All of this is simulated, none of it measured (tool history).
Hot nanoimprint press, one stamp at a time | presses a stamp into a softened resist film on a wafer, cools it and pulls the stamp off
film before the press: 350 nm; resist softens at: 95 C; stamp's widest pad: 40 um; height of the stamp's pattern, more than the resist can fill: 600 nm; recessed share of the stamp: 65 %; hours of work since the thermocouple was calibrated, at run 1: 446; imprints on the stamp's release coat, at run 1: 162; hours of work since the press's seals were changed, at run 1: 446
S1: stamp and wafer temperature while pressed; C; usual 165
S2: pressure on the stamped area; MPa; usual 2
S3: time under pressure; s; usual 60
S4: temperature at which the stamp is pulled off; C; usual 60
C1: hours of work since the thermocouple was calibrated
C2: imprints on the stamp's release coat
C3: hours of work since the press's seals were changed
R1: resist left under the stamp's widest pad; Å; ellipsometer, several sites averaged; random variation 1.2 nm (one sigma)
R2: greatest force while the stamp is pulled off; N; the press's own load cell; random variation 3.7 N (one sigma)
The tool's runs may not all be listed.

run	day	S1	S2	S3	S4	C1	C2	C3	R1	R2
1	0	165	2	60	60	446	162	446	2022	220
2	1.629	165	2.34	60	60	465	265	465	1904	222
3	4.908	170	2	60	60	504	472	504	1613	234
# day 5.821: plate thermocouple calibrated
4	6.733	170	2	60	60	11	580	524	1502	226
5	8.096	170	2	60	60	27	666	540	1496	233
6	10.479	170	2	60	60	55	816	568	1505	232
# day 11.038: stamp cleaned and given a new release coat
7	13.642	170	2	60	60	89	164	602	1528	212
8	15.738	170	2	60	60	114	297	627	1527	219
9	17.962	170	2	60	60	140	437	653	1523	229
10	20.979	170	2	60	60	175	628	689	1545	232
# day 24.267: stamp cleaned and given a new release coat
11	24.529	176	2	92	60	214	17	727	961	212
12	26.917	162	1.89	51	58	242	168	755	2341	221
# day 28.929: press's hydraulic seals changed and the load cell set to zero
13	28.983	175	2.82	68	50	263	277	1	981	245
14	30.558	175	2.82	68	50	281	377	19	963	252
15	33.671	175	2.82	68	50	318	573	56	983	252
16	36.171	165	2	118	60	347	731	85	1538	239
# day 37.967: stamp cleaned and given a new release coat
17	38.908	166	2	60	53	376	59	114	1899	226

Hidden state or all else? Some run-to-run changes of R1, split into what the settings, what came in and random variation would give without the hidden state, and what is left for the hidden state (with any gauge scatter that isn't in both results):
The hidden state here: true temperature over the reading, C; pressure that arrives at the usual setting, %; grip of the stamp's worn release coat, % over a new coat's; drift of the gauge itself on residual_nm, %; drift of the gauge itself on pull_off_n, %.
Run 3 -> 4: plate thermocouple calibrated. R1 -111 Å: hidden state -117, all else +6.
Run 11 -> 12: S1 176 -> 162, S2 2 -> 1.89, S3 92 -> 51, S4 60 -> 58. R1 +1380 Å: hidden state +26, all else +1354.

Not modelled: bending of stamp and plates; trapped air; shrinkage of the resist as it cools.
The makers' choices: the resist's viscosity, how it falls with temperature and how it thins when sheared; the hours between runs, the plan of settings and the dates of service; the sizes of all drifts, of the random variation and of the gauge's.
